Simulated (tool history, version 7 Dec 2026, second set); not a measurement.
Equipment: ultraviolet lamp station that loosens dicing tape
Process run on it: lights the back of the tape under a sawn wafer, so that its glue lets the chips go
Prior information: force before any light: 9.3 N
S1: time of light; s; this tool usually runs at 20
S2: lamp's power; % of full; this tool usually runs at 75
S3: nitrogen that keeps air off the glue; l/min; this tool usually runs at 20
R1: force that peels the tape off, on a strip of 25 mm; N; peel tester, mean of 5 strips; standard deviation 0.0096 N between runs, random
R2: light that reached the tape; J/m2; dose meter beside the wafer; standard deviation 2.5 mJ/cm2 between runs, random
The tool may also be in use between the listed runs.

{"run": 1, "hour": 0.0, "S1": 20, "S2": 75, "S3": 20, "R1": 0.397, "R2": 3140}
{"run": 2, "hour": 15.4, "S1": 20, "S2": 75, "S3": 20, "R1": 0.409, "R2": 3120}
{"run": 3, "hour": 42.7, "S1": 20, "S2": 75, "S3": 20, "R1": 0.42, "R2": 3130}
{"run": 4, "hour": 73.9, "S1": 20, "S2": 75, "S3": 20, "R1": 0.4, "R2": 3080}
{"run": 5, "hour": 100.2, "S1": 20, "S2": 75, "S3": 20, "R1": 0.414, "R2": 3160}
{"run": 6, "hour": 137.6, "S1": 11, "S2": 75, "S3": 20, "R1": 1.373, "R2": 1690}
{"run": 7, "hour": 158.8, "S1": 20, "S2": 75, "S3": 20, "R1": 0.415, "R2": 3110}
{"run": 8, "hour": 176.7, "S1": 20, "S2": 75, "S3": 20, "R1": 0.406, "R2": 3110}
{"run": 9, "hour": 210.3, "S1": 20, "S2": 62, "S3": 20, "R1": 0.589, "R2": 2590}
{"run": 10, "hour": 226.0, "S1": 20, "S2": 62, "S3": 20, "R1": 0.591, "R2": 2630}
{"run": 11, "hour": 262.4, "S1": 20, "S2": 62, "S3": 20, "R1": 0.636, "R2": 2570}
{"run": 12, "hour": 291.5, "S1": 20, "S2": 84, "S3": 20, "R1": 0.332, "R2": 3490}
{"hour": 297.5, "done": "window cleaned of glue's vapour"}
{"run": 13, "hour": 324.3, "S1": 20, "S2": 75, "S3": 20, "R1": 0.409, "R2": 3160}
{"run": 14, "hour": 351.6, "S1": 20, "S2": 75, "S3": 20, "R1": 0.414, "R2": 3090}
{"run": 15, "hour": 380.5, "S1": 20, "S2": 75, "S3": 20, "R1": 0.416, "R2": 3110}
{"run": 16, "hour": 408.4, "S1": 20, "S2": 75, "S3": 20, "R1": 0.428, "R2": 3100}
{"run": 17, "hour": 431.4, "S1": 20, "S2": 75, "S3": 20, "R1": 0.4, "R2": 3110}
{"run": 18, "hour": 448.6, "S1": 20, "S2": 75, "S3": 20, "R1": 0.407, "R2": 3130}
{"run": 19, "hour": 473.4, "S1": 24, "S2": 75, "S3": 20, "R1": 0.297, "R2": 3730}
{"run": 20, "hour": 499.0, "S1": 24, "S2": 75, "S3": 20, "R1": 0.307, "R2": 3760}
{"run": 21, "hour": 534.5, "S1": 20, "S2": 75, "S3": 20, "R1": 0.423, "R2": 3090}
{"run": 22, "hour": 559.1, "S1": 17, "S2": 89, "S3": 30, "R1": 0.362, "R2": 3120}
{"run": 23, "hour": 591.6, "S1": 20, "S2": 75, "S3": 17, "R1": 0.441, "R2": 3090}
{"run": 24, "hour": 627.3, "S1": 20, "S2": 75, "S3": 17, "R1": 0.416, "R2": 3070}
{"run": 25, "hour": 651.3, "S1": 34, "S2": 60, "S3": 22, "R1": 0.253, "R2": 4240}
{"run": 26, "hour": 673.5, "S1": 11, "S2": 95, "S3": 20, "R1": 0.885, "R2": 2140}
{"run": 27, "hour": 696.4, "S1": 25, "S2": 84, "S3": 6, "R1": 0.347, "R2": 4350}
{"run": 28, "hour": 718.0, "S1": 25, "S2": 84, "S3": 6, "R1": 0.376, "R2": 4330}
{"run": 29, "hour": 745.0, "S1": 15, "S2": 84, "S3": 33, "R1": 0.52, "R2": 2630}
{"run": 30, "hour": 767.6, "S1": 15, "S2": 84, "S3": 33, "R1": 0.474, "R2": 2600}
{"run": 31, "hour": 804.0, "S1": 15, "S2": 84, "S3": 33, "R1": 0.476, "R2": 2630}
{"run": 32, "hour": 834.3, "S1": 15, "S2": 84, "S3": 33, "R1": 0.484, "R2": 2580}
{"run": 33, "hour": 861.9, "S1": 15, "S2": 75, "S3": 10, "R1": 0.966, "R2": 2290}
{"run": 34, "hour": 891.4, "S1": 13, "S2": 62, "S3": 16, "R1": 1.473, "R2": 1660}
{"run": 35, "hour": 917.4, "S1": 13, "S2": 62, "S3": 16, "R1": 1.467, "R2": 1640}
{"run": 36, "hour": 951.8, "S1": 13, "S2": 62, "S3": 16, "R1": 1.525, "R2": 1630}
{"run": 37, "hour": 986.8, "S1": 15, "S2": 81, "S3": 17, "R1": 0.675, "R2": 2530}
{"run": 38, "hour": 1004.3, "S1": 20, "S2": 67, "S3": 24, "R1": 0.491, "R2": 2780}
{"run": 39, "hour": 1036.8, "S1": 20, "S2": 86, "S3": 25, "R1": 0.295, "R2": 3570}
{"run": 40, "hour": 1074.3, "S1": 20, "S2": 86, "S3": 25, "R1": 0.299, "R2": 3520}
{"run": 41, "hour": 1106.6, "S1": 11, "S2": 85, "S3": 6, "R1": 1.716, "R2": 1910}
{"run": 42, "hour": 1124.5, "S1": 11, "S2": 85, "S3": 6, "R1": 1.69, "R2": 1930}

A few steps of R1 between consecutive runs. Split each: what settings, incoming material and random variation would produce without the hidden state, and what is left over for the hidden state, along with gauge scatter present in only one of the two compared results (measured, and without hidden state):
What the log doesn't record here: lamp's light, % of a new lamp's; light that the window lets through, % of a clean one's; drift of the gauge itself on peel_n, %; drift of the gauge itself on dose_mj_cm2, %.
Run 5 -> 6: S1 20 -> 11. R1 +0.959 N: hidden state +0.004, all else +0.955.
Run 6 -> 7: S1 11 -> 20. R1 -0.958 N: hidden state -0.004, all else -0.954.
Run 36 -> 37: S1 13 -> 15, S2 62 -> 81, S3 16 -> 17. R1 -0.850 N: hidden state -0.005, all else -0.845.
Run 40 -> 41: S1 20 -> 11, S2 86 -> 85, S3 25 -> 6. R1 +1.417 N: hidden state +0.011, all else +1.406.

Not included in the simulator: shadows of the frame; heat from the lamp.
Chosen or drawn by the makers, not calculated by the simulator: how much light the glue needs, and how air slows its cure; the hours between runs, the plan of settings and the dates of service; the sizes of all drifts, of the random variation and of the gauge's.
